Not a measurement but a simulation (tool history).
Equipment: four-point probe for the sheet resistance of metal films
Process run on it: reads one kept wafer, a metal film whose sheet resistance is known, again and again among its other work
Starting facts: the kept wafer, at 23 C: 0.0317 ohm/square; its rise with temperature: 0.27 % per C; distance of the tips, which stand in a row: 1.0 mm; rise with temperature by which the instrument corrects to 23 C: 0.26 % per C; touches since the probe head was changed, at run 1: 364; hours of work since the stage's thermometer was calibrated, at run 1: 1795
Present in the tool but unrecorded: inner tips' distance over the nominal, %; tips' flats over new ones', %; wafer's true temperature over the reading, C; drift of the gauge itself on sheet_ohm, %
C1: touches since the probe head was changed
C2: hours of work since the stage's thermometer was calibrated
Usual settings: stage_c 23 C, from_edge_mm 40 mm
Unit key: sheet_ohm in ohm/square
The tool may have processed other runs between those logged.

Run 1, hour 0: usual settings; C1 364; C2 1795. Result: sheet_ohm 0.031731 ohm/square.
Run 2, hour 107.6: usual settings but from_edge_mm 39 mm; C1 1405; C2 1841. Result: sheet_ohm 0.031735 ohm/square.
Run 3, hour 192.1: usual settings but from_edge_mm 39 mm; C1 2223; C2 1878. Result: sheet_ohm 0.031752 ohm/square.
Run 4, hour 261: usual settings but from_edge_mm 39 mm; C1 2889; C2 1907. Result: sheet_ohm 0.031745 ohm/square.
Run 5, hour 349.5: usual settings but from_edge_mm 39 mm; C1 3745; C2 1945. Result: sheet_ohm 0.031749 ohm/square.
Run 6, hour 424.1: usual settings but from_edge_mm 39 mm; C1 4467; C2 1978. Result: sheet_ohm 0.031761 ohm/square.
Run 7, hour 487.6: usual settings but from_edge_mm 39 mm; C1 5081; C2 2005. Result: sheet_ohm 0.031754 ohm/square.
Run 8, hour 597.1: usual settings but from_edge_mm 39 mm; C1 6141; C2 2052. Result: sheet_ohm 0.031768 ohm/square.
Run 9, hour 695.3: usual settings but from_edge_mm 39 mm; C1 7090; C2 2094. Result: sheet_ohm 0.031765 ohm/square.
Run 10, hour 749.8: usual settings; C1 7617; C2 2118. Result: sheet_ohm 0.031769 ohm/square.
Run 11, hour 842.3: usual settings but stage_c 30 C; C1 8512; C2 2157. Result: sheet_ohm 0.031778 ohm/square.
Run 12, hour 952.4: usual settings but stage_c 30 C; C1 9577; C2 2205. Result: sheet_ohm 0.031782 ohm/square.
At hour 967.6: stage's thermometer calibrated.
Run 13, hour 1059: usual settings but from_edge_mm 66 mm; C1 10604; C2 39. Result: sheet_ohm 0.031704 ohm/square.
Run 14, hour 1158.9: usual settings but from_edge_mm 66 mm; C1 11570; C2 82. Result: sheet_ohm 0.031712 ohm/square.
Run 15, hour 1255: usual settings but from_edge_mm 16 mm; C1 12500; C2 124. Result: sheet_ohm 0.031764 ohm/square.
Run 16, hour 1324.9: usual settings but from_edge_mm 16 mm; C1 13176; C2 154. Result: sheet_ohm 0.031784 ohm/square.
Run 17, hour 1408.1: usual settings but stage_c 19 C; C1 13981; C2 190. Result: sheet_ohm 0.031717 ohm/square.
Run 18, hour 1499.5: usual settings but stage_c 19 C, from_edge_mm 10 mm; C1 14865; C2 229. Result: sheet_ohm 0.031873 ohm/square.
Run 19, hour 1552.8: usual settings; C1 15381; C2 252. Result: sheet_ohm 0.031722 ohm/square.
Run 20, hour 1648: usual settings but stage_c 32 C; C1 16302; C2 293. Result: sheet_ohm 0.031773 ohm/square.
Run 21, hour 1712.8: usual settings but stage_c 21 C; C1 16929; C2 321. Result: sheet_ohm 0.031733 ohm/square.
Run 22, hour 1821.3: usual settings; C1 17978; C2 367. Result: sheet_ohm 0.031733 ohm/square.
Run 23, hour 1916.1: usual settings; C1 18896; C2 408. Result: sheet_ohm 0.031747 ohm/square.
Run 24, hour 1979.5: usual settings but stage_c 22 C, from_edge_mm 6 mm; C1 19509; C2 435. Result: sheet_ohm 0.032188 ohm/square.
Run 25, hour 2068.2: usual settings but stage_c 33 C, from_edge_mm 13 mm; C1 20367; C2 473. Result: sheet_ohm 0.031857 ohm/square.
Run 26, hour 2125.6: usual settings but stage_c 33 C, from_edge_mm 13 mm; C1 20922; C2 498. Result: sheet_ohm 0.031854 ohm/square.
Run 27, hour 2182.3: usual settings but stage_c 32 C, from_edge_mm 4 mm; C1 21471; C2 523. Result: sheet_ohm 0.032784 ohm/square.
Run 28, hour 2289.5: usual settings but stage_c 22 C, from_edge_mm 64 mm; C1 22508; C2 569. Result: sheet_ohm 0.031751 ohm/square.
Run 29, hour 2358.5: usual settings but from_edge_mm 32 mm; C1 23175; C2 598. Result: sheet_ohm 0.031762 ohm/square.
Run 30, hour 2403.8: usual settings but from_edge_mm 32 mm; C1 23613; C2 618. Result: sheet_ohm 0.03177 ohm/square.
Run 31, hour 2505.2: usual settings but stage_c 30 C, from_edge_mm 12 mm; C1 24595; C2 661. Result: sheet_ohm 0.031878 ohm/square.
Run 32, hour 2566.7: usual settings but stage_c 26 C, from_edge_mm 38 mm; C1 25190; C2 688. Result: sheet_ohm 0.03178 ohm/square.
Run 33, hour 2669.1: usual settings but stage_c 26 C, from_edge_mm 38 mm; C1 26180; C2 732. Result: sheet_ohm 0.031771 ohm/square.
Run 34, hour 2767.4: usual settings but stage_c 33 C, from_edge_mm 8 mm; C1 27131; C2 774. Result: sheet_ohm 0.032051 ohm/square.
Run 35, hour 2850.1: usual settings but from_edge_mm 6 mm; C1 27932; C2 810. Result: sheet_ohm 0.032225 ohm/square.
Run 36, hour 2906.8: usual settings but stage_c 22 C, from_edge_mm 9 mm; C1 28480; C2 834. Result: sheet_ohm 0.031956 ohm/square.
Run 37, hour 2996.5: usual settings but stage_c 31 C, from_edge_mm 16 mm; C1 29348; C2 873. Result: sheet_ohm 0.031847 ohm/square.
Run 38, hour 3086.9: usual settings but stage_c 34 C, from_edge_mm 5 mm; C1 30222; C2 912. Result: sheet_ohm 0.032456 ohm/square.
Run 39, hour 3170.9: usual settings but stage_c 20 C; C1 31034; C2 948. Result: sheet_ohm 0.031772 ohm/square.
Run 40, hour 3278.8: usual settings but stage_c 30 C, from_edge_mm 70 mm; C1 32078; C2 994. Result: sheet_ohm 0.031787 ohm/square.
Run 41, hour 3336.8: usual settings but stage_c 30 C, from_edge_mm 70 mm; C1 32639; C2 1019. Result: sheet_ohm 0.031797 ohm/square.
Run 42, hour 3422.9: usual settings but stage_c 30 C, from_edge_mm 70 mm; C1 33473; C2 1056. Result: sheet_ohm 0.0318 ohm/square.
Run 43, hour 3506.9: usual settings but stage_c 25 C, from_edge_mm 6 mm; C1 34285; C2 1092. Result: sheet_ohm 0.03225 ohm/square.
Run 44, hour 3592.4: usual settings but stage_c 25 C, from_edge_mm 5 mm; C1 35112; C2 1129. Result: sheet_ohm 0.032467 ohm/square.
Run 45, hour 3679.6: usual settings but stage_c 25 C, from_edge_mm 5 mm; C1 35955; C2 1167. Result: sheet_ohm 0.032466 ohm/square.
Run 46, hour 3731.6: usual settings but stage_c 25 C, from_edge_mm 5 mm; C1 36458; C2 1189. Result: sheet_ohm 0.032469 ohm/square.

Some steps in sheet_ohm, run to run, broken into two amounts with sign: the step expected even without the hidden condition (settings, incoming material, random variation), and the rest, left for the hidden condition together with whatever gauge scatter is not in both the measured and the hidden-condition-free result:
Run 7 -> 8: no setting touched and nothing written in the log between the runs. sheet_ohm +0.000014 ohm/square: hidden state +0.000004, all else +0.00001.
Run 12 -> 13: stage_c 30 -> 23, from_edge_mm 40 -> 66, stage's thermometer calibrated. sheet_ohm -0.000078 ohm/square: hidden state -0.000052, all else -0.000026.
Run 21 -> 22: stage_c 21 -> 23. sheet_ohm +0 ohm/square: hidden state +0.000004, all else -0.000004.
Run 26 -> 27: stage_c 33 -> 32, from_edge_mm 13 -> 4. sheet_ohm +0.00093 ohm/square: hidden state +0.000003, all else +0.000927.
Run 27 -> 28: stage_c 32 -> 22, from_edge_mm 4 -> 64. sheet_ohm -0.001033 ohm/square: hidden state +0.000002, all else -0.001035.
Run 38 -> 39: stage_c 34 -> 20, from_edge_mm 5 -> 40. sheet_ohm -0.000684 ohm/square: hidden state +0.000002, all else -0.000686.
